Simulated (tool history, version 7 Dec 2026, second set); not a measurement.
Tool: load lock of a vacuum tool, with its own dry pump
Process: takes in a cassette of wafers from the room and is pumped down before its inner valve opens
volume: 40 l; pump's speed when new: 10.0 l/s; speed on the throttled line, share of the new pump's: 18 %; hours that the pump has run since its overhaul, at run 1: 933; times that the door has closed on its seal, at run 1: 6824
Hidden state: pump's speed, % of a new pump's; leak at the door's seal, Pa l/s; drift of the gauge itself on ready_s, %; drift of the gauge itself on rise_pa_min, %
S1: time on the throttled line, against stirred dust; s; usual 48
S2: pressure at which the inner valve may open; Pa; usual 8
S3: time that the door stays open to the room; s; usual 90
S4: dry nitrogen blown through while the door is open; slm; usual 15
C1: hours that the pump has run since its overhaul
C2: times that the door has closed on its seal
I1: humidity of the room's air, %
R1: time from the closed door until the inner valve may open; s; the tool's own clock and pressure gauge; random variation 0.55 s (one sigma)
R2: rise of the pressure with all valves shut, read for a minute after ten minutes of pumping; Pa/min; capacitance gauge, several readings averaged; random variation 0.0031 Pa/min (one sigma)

run 1 hour=0.0 | S1=48 S2=8 S3=90 S4=15 | C1=933 C2=6824 | I1=49.4 | R1=77.7 R2=0.116
run 2 hour=59.9 | S1=48 S2=8 S3=90 S4=15 | C1=993 C2=7103 | I1=44.8 | R1=78.3 R2=0.114
run 3 hour=121.3 | S1=48 S2=8 S3=90 S4=15 | C1=1055 C2=7390 | I1=45.0 | R1=77.3 R2=0.115
run 4 hour=162.0 | S1=48 S2=8 S3=90 S4=15 | C1=1095 C2=7580 | I1=49.2 | R1=78.0 R2=0.130
run 5 hour=246.9 | S1=48 S2=8 S3=90 S4=15 | C1=1180 C2=7977 | I1=45.3 | R1=77.6 R2=0.126
run 6 hour=312.8 | S1=48 S2=8 S3=90 S4=15 | C1=1246 C2=8285 | I1=46.2 | R1=78.2 R2=0.133
run 7 hour=351.3 | S1=48 S2=8 S3=90 S4=15 | C1=1285 C2=8465 | I1=48.2 | R1=77.3 R2=0.138
run 8 hour=394.4 | S1=48 S2=8 S3=90 S4=15 | C1=1328 C2=8666 | I1=46.7 | R1=77.8 R2=0.142
run 9 hour=438.6 | S1=48 S2=8 S3=90 S4=15 | C1=1372 C2=8873 | I1=45.1 | R1=77.9 R2=0.135
run 10 hour=487.3 | S1=48 S2=8 S3=90 S4=15 | C1=1421 C2=9100 | I1=49.8 | R1=77.4 R2=0.142
run 11 hour=548.8 | S1=48 S2=8 S3=90 S4=6 | C1=1482 C2=9387 | I1=44.3 | R1=78.6 R2=0.161
run 12 hour=628.9 | S1=48 S2=8 S3=90 S4=15 | C1=1562 C2=9761 | I1=43.6 | R1=78.2 R2=0.145
run 13 hour=703.8 | S1=48 S2=8 S3=90 S4=15 | C1=1637 C2=10111 | I1=42.3 | R1=77.9 R2=0.149
run 14 hour=761.2 | S1=48 S2=8 S3=90 S4=15 | C1=1695 C2=10379 | I1=45.8 | R1=78.6 R2=0.154
run 15 hour=801.1 | S1=48 S2=8 S3=90 S4=15 | C1=1735 C2=10566 | I1=44.3 | R1=78.1 R2=0.157
run 16 hour=847.4 | S1=48 S2=6 S3=90 S4=15 | C1=1781 C2=10782 | I1=45.6 | R1=80.1 R2=0.163
run 17 hour=901.1 | S1=48 S2=6 S3=90 S4=15 | C1=1834 C2=11032 | I1=45.2 | R1=79.3 R2=0.164
run 18 hour=993.2 | S1=48 S2=6 S3=51 S4=15 | C1=1927 C2=11463 | I1=46.3 | R1=79.5 R2=0.166
run 19 hour=1043.8 | S1=48 S2=16 S3=51 S4=6 | C1=1977 C2=11699 | I1=45.0 | R1=76.3 R2=0.178
run 20 hour=1117.3 | S1=48 S2=16 S3=51 S4=6 | C1=2051 C2=12042 | I1=45.2 | R1=75.5 R2=0.178
run 21 hour=1208.4 | S1=48 S2=16 S3=51 S4=6 | C1=2142 C2=12468 | I1=42.9 | R1=75.1 R2=0.186
run 22 hour=1294.2 | S1=40 S2=8 S3=90 S4=11 | C1=2228 C2=12868 | I1=46.8 | R1=71.9 R2=0.201
run 23 hour=1370.3 | S1=40 S2=8 S3=90 S4=11 | C1=2304 C2=13224 | I1=45.8 | R1=71.9 R2=0.204
run 24 hour=1463.4 | S1=60 S2=8 S3=90 S4=15 | C1=2397 C2=13659 | I1=43.4 | R1=88.7 R2=0.194
run 25 hour=1501.2 | S1=44 S2=13 S3=30 S4=14 | C1=2435 C2=13835 | I1=46.8 | R1=73.1 R2=0.183
run 26 hour=1569.2 | S1=44 S2=13 S3=30 S4=14 | C1=2503 C2=14153 | I1=47.8 | R1=72.9 R2=0.188
run 27 hour=1655.3 | S1=58 S2=9 S3=90 S4=15 | C1=2589 C2=14555 | I1=43.0 | R1=85.2 R2=0.209
run 28 hour=1709.0 | S1=48 S2=13 S3=90 S4=15 | C1=2642 C2=14806 | I1=45.3 | R1=76.3 R2=0.220
run 29 hour=1786.5 | S1=86 S2=8 S3=84 S4=6 | C1=2720 C2=15168 | I1=45.9 | R1=109.9 R2=0.244
run 30 hour=1876.3 | S1=86 S2=9 S3=33 S4=41 | C1=2810 C2=15587 | I1=45.4 | R1=109.0 R2=0.199
run 31 hour=1960.7 | S1=33 S2=11 S3=56 S4=26 | C1=2894 C2=15981 | I1=45.2 | R1=65.2 R2=0.221
run 32 hour=2012.9 | S1=65 S2=11 S3=56 S4=4 | C1=2946 C2=16225 | I1=49.5 | R1=91.1 R2=0.260
run 33 hour=2099.8 | S1=48 S2=8 S3=90 S4=15 | C1=3033 C2=16631 | I1=43.7 | R1=78.6 R2=0.253
run 34 hour=2173.8 | S1=65 S2=13 S3=90 S4=9 | C1=3107 C2=16976 | I1=43.0 | R1=89.5 R2=0.269
run 35 hour=2217.1 | S1=48 S2=8 S3=90 S4=15 | C1=3151 C2=17179 | I1=42.1 | R1=78.9 R2=0.262

Hidden state or all else? Some run-to-run changes of R1, split into what the settings, what came in and random variation would give without the hidden state, and what is left for the hidden state (with any gauge scatter that isn't in both results):
Run 18 -> 19: S2 6 -> 16, S4 15 -> 6. R1 -3.2 s: hidden state -0.2, all else -3.0.
Run 28 -> 29: S1 48 -> 86, S2 13 -> 8, S3 90 -> 84, S4 15 -> 6. R1 +33.6 s: hidden state -0.1, all else +33.7.
Run 30 -> 31: S1 86 -> 33, S2 9 -> 11, S3 33 -> 56, S4 41 -> 26. R1 -43.8 s: hidden state +0.3, all else -44.1.
Run 31 -> 32: S1 33 -> 65, S4 26 -> 4. R1 +25.9 s: hidden state -0.2, all else +26.1.
Run 34 -> 35: S1 65 -> 48, S2 13 -> 8, S4 9 -> 15. R1 -10.6 s: hidden state +0.3, all else -10.9.
